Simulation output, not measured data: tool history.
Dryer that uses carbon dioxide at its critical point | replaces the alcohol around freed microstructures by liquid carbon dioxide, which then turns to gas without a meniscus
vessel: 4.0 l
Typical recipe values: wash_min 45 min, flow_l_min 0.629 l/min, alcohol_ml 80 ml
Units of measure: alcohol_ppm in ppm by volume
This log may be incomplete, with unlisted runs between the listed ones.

run 1 hour=0.0 | wash_min=45 flow_l_min=0.629 alcohol_ml=80 | alcohol_ppm=147
run 2 hour=14.6 | wash_min=45 flow_l_min=0.629 alcohol_ml=80 | alcohol_ppm=160
run 3 hour=30.2 | wash_min=63 flow_l_min=0.629 alcohol_ml=80 | alcohol_ppm=61
run 4 hour=45.8 | wash_min=63 flow_l_min=0.629 alcohol_ml=80 | alcohol_ppm=71
run 5 hour=62.8 | wash_min=45 flow_l_min=0.629 alcohol_ml=80 | alcohol_ppm=189
run 6 hour=79.2 | wash_min=45 flow_l_min=0.629 alcohol_ml=80 | alcohol_ppm=201
run 7 hour=95.5 | wash_min=45 flow_l_min=0.629 alcohol_ml=93 | alcohol_ppm=225
run 8 hour=111.8 | wash_min=45 flow_l_min=0.629 alcohol_ml=93 | alcohol_ppm=243
run 9 hour=127.1 | wash_min=45 flow_l_min=0.629 alcohol_ml=93 | alcohol_ppm=250
run 10 hour=140.2 | wash_min=45 flow_l_min=0.914 alcohol_ml=80 | alcohol_ppm=98
run 11 hour=147.9 | wash_min=45 flow_l_min=0.914 alcohol_ml=80 | alcohol_ppm=98
run 12 hour=164.9 | wash_min=45 flow_l_min=0.435 alcohol_ml=80 | alcohol_ppm=768
run 13 hour=182.7 | wash_min=45 flow_l_min=0.435 alcohol_ml=80 | alcohol_ppm=807
run 14 hour=196.4 | wash_min=45 flow_l_min=0.629 alcohol_ml=80 | alcohol_ppm=284
run 15 hour=209.1 | wash_min=45 flow_l_min=0.629 alcohol_ml=80 | alcohol_ppm=293
run 16 hour=221.1 | wash_min=30 flow_l_min=0.629 alcohol_ml=80 | alcohol_ppm=1027
run 17 hour=229.8 | wash_min=30 flow_l_min=0.629 alcohol_ml=80 | alcohol_ppm=1066
run 18 hour=242.0 | wash_min=30 flow_l_min=0.629 alcohol_ml=80 | alcohol_ppm=1074
run 19 hour=252.9 | wash_min=30 flow_l_min=0.629 alcohol_ml=80 | alcohol_ppm=1088
run 20 hour=269.9 | wash_min=30 flow_l_min=0.629 alcohol_ml=80 | alcohol_ppm=1102
-- hour=273.9 inlet filter changed
run 21 hour=279.5 | wash_min=30 flow_l_min=0.629 alcohol_ml=80 | alcohol_ppm=714
run 22 hour=293.0 | wash_min=29 flow_l_min=0.629 alcohol_ml=80 | alcohol_ppm=823
run 23 hour=302.3 | wash_min=42 flow_l_min=0.418 alcohol_ml=80 | alcohol_ppm=849
run 24 hour=312.6 | wash_min=45 flow_l_min=0.578 alcohol_ml=80 | alcohol_ppm=272
run 25 hour=324.4 | wash_min=68 flow_l_min=0.894 alcohol_ml=86 | alcohol_ppm=134
run 26 hour=331.9 | wash_min=33 flow_l_min=0.561 alcohol_ml=80 | alcohol_ppm=816
run 27 hour=342.8 | wash_min=36 flow_l_min=0.629 alcohol_ml=105 | alcohol_ppm=574
run 28 hour=357.9 | wash_min=69 flow_l_min=0.399 alcohol_ml=105 | alcohol_ppm=317
run 29 hour=373.7 | wash_min=62 flow_l_min=0.829 alcohol_ml=80 | alcohol_ppm=152
run 30 hour=387.9 | wash_min=62 flow_l_min=0.829 alcohol_ml=42 | alcohol_ppm=149
run 31 hour=402.3 | wash_min=32 flow_l_min=0.629 alcohol_ml=80 | alcohol_ppm=756
run 32 hour=411.3 | wash_min=32 flow_l_min=0.629 alcohol_ml=80 | alcohol_ppm=731
run 33 hour=421.2 | wash_min=32 flow_l_min=0.629 alcohol_ml=80 | alcohol_ppm=768
run 34 hour=433.4 | wash_min=45 flow_l_min=0.727 alcohol_ml=30 | alcohol_ppm=198
run 35 hour=440.7 | wash_min=66 flow_l_min=0.402 alcohol_ml=20 | alcohol_ppm=218
run 36 hour=458.1 | wash_min=66 flow_l_min=0.402 alcohol_ml=20 | alcohol_ppm=208
run 37 hour=467.1 | wash_min=45 flow_l_min=0.385 alcohol_ml=80 | alcohol_ppm=1149
run 38 hour=482.6 | wash_min=45 flow_l_min=0.385 alcohol_ml=80 | alcohol_ppm=1170
run 39 hour=496.1 | wash_min=46 flow_l_min=0.385 alcohol_ml=80 | alcohol_ppm=1142
run 40 hour=508.0 | wash_min=45 flow_l_min=0.463 alcohol_ml=22 | alcohol_ppm=339
run 41 hour=523.3 | wash_min=45 flow_l_min=0.481 alcohol_ml=69 | alcohol_ppm=671

Forecast each of these 4 alternatives for the next run:
run A hour=537.5 | wash_min=71 flow_l_min=0.832 alcohol_ml=60 | alcohol_ppm=?
run B hour=537.5 | wash_min=43 flow_l_min=0.629 alcohol_ml=44 | alcohol_ppm=?
run C hour=537.5 | wash_min=29 flow_l_min=0.481 alcohol_ml=116 | alcohol_ppm=?
run D hour=537.5 | wash_min=30 flow_l_min=0.443 alcohol_ml=106 | alcohol_ppm=?

run=A alcohol_ppm=187
run=B alcohol_ppm=331
run=C alcohol_ppm=3066
run=D alcohol_ppm=3132
Without the tool's unlogged condition, the same runs would have read:
run=A alcohol_ppm=7
run=B alcohol_ppm=77
run=C alcohol_ppm=1997
run=D alcohol_ppm=2069
